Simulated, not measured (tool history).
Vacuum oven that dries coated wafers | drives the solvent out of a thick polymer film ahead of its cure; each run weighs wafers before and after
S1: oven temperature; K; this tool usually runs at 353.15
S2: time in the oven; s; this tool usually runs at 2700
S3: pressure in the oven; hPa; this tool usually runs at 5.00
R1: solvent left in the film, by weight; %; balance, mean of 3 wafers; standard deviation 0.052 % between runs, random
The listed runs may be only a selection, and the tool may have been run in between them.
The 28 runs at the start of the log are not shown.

run,hour,S1,S2,S3,R1
29,1146.7,341.15,3540,4.20,3.17
30,1208.1,349.15,3660,14.06,2.13
31,1233.4,349.15,3660,14.06,2.06
32,1284.3,366.15,3360,3.13,0.40
33,1338.5,346.15,2400,3.63,3.45
34,1386.7,341.15,1440,18.82,7.36
35,1426.2,350.15,2340,5.00,2.73
36,1479.3,340.15,2700,5.04,4.56
37,1505.8,366.15,1620,5.43,1.19
38,1532.2,350.15,1860,5.43,3.69
39,1563.4,350.15,1860,5.43,3.83
40,1590.5,353.15,2700,16.33,2.37
41,1621.2,364.15,2700,5.00,0.50
42,1678.6,364.15,2700,5.00,0.59
43,1719.0,364.15,2700,5.00,0.64
44,1754.4,353.15,1380,5.00,4.18
45,1798.2,353.15,3180,13.24,1.92
46,1855.5,348.15,1620,5.00,4.81
47,1909.0,348.15,1620,5.00,4.64

3 options for the next run, each taken on its own from the tool as it stands now. Forecast them:
A,1961.0,353.15,3300,5.00,?
B,1961.0,360.15,1620,5.00,?
C,1961.0,348.15,3120,5.00,?

run,R1
A,1.20
B,2.15
C,2.26
Take away the tool's hidden state, keep each run's random variation, and the runs would have read:
run,R1
A,0.80
B,1.74
C,1.74
